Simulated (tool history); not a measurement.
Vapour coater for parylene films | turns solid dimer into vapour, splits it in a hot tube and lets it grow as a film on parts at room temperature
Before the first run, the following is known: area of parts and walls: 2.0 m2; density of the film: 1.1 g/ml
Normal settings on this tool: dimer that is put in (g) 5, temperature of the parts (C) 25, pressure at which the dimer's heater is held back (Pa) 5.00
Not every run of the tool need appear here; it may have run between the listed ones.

run,hour,dimer that is put in (g),temperature of the parts (C),pressure at which the dimer's heater is held back (Pa),thickness of the film (µm)
1,0.0,5,25,5.00,1.40
2,17.0,5,23,5.00,1.52
3,27.9,5,25,10.09,1.31
4,42.1,5,25,10.09,1.31
5,49.6,5,25,10.09,1.28
6,58.7,5,25,10.09,1.27
7,74.6,5,25,10.09,1.30
# hour 79.8: trap's valve overhauled
8,93.3,3,27,2.52,0.81
9,109.4,2,30,2.52,0.48

The next listed run, before its measurement:
10,122.2,5,18,10.58,?

thickness of the film (µm): 1.66
The same run, on a tool lacking any hidden state, would have yielded thickness of the film (µm) 1.86.
